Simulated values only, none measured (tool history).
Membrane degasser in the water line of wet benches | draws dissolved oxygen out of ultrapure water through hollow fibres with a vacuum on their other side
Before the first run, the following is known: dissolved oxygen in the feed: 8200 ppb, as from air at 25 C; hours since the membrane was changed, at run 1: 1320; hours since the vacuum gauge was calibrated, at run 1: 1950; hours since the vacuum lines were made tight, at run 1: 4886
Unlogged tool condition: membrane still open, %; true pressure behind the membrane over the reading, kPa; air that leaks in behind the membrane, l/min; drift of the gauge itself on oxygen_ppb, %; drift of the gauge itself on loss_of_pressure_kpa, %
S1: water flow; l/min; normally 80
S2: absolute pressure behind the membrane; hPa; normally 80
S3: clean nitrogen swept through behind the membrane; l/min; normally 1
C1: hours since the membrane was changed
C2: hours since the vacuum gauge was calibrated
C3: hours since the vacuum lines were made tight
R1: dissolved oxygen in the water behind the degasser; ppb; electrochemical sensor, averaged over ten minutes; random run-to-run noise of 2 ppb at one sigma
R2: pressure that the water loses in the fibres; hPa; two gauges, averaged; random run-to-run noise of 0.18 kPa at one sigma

run	hour	S1	S2	S3	C1	C2	C3	R1	R2
1	0	80	80	1	1320	1950	4886	620.4	324
2	42.2	80	80	1	1362	1992	4928	616.7	322.4
3	90.8	80	80	1	1411	2041	4976	617.4	319.8
4	143.8	80	80	1	1464	2094	5029	619.2	322.7
5	186	80	80	1	1506	2136	5072	620.6	321.9
6	230.3	80	80	1.91	1550	2180	5116	396.5	319.3
# hour 248.6: seals of the vacuum lines changed
7	264	80	80	1	1582	2212	15	628.1	320.6
8	290.7	80	80	1	1609	2239	42	625.6	323.3
9	331.9	80	80	1	1650	2280	83	624.9	318.7
10	381.6	80	80	1	1700	2330	133	624	324.7
11	410.4	122	80	1	1728	2359	162	812.4	492.5
12	450.6	102	80	1	1769	2399	202	725.7	410.8
13	499.8	102	80	1	1818	2448	251	732.1	409.8
14	537.5	102	80	1	1855	2486	289	732.6	408.8
15	560.3	80	80	1	1878	2508	312	627.5	323.2
16	586.3	80	80	1	1904	2534	338	622.9	324
17	635.9	80	80	1	1954	2584	387	627.1	322.6
18	671.4	73	92.3	0.87	1989	2620	423	794.8	296.7
19	702.7	56	119.7	2.05	2021	2651	454	496.5	224.3
20	725.7	56	119.7	2.05	2044	2674	477	495.1	225.7
21	763.8	106	52.6	1	2082	2712	515	348.5	427.4
22	790.8	80	190.4	0.45	2109	2739	542	2731.8	321.5
23	815.7	80	190.4	0.45	2134	2764	567	2723.2	322.7
24	863.4	55	78.2	1.57	2181	2812	615	332.7	221.2
25	907.6	55	78.2	1.57	2226	2856	659	334	223.9
26	939.8	55	78.2	1.57	2258	2888	691	332.3	224
27	984.4	55	78.2	1.57	2302	2933	736	334.1	223.5
28	1026	80	63.8	1	2344	2974	777	431.5	324.9
29	1050.7	80	114.4	1.52	2369	2999	802	775	320.8
30	1074	80	80	1.83	2392	3022	825	412.3	324.8
31	1105.1	80	80	1.83	2423	3053	856	412.6	325.2
32	1153.6	80	80	1.83	2472	3102	905	414.6	322.7

Forecast each of these 3 alternatives for the next run:
A	1186.2	77	80	2.65	2504	3134	938	?	?
B	1186.2	80	80	1.22	2504	3134	938	?	?
C	1186.2	80	80	2.14	2504	3134	938	?	?

run	R1	R2
A	299.8	311.7
B	552.1	325.2
C	367.2	324.9
With no hidden state in the tool, these same runs would have given:
run	R1	R2
A	288.9	302.3
B	533.4	315.5
C	354.1	315.2
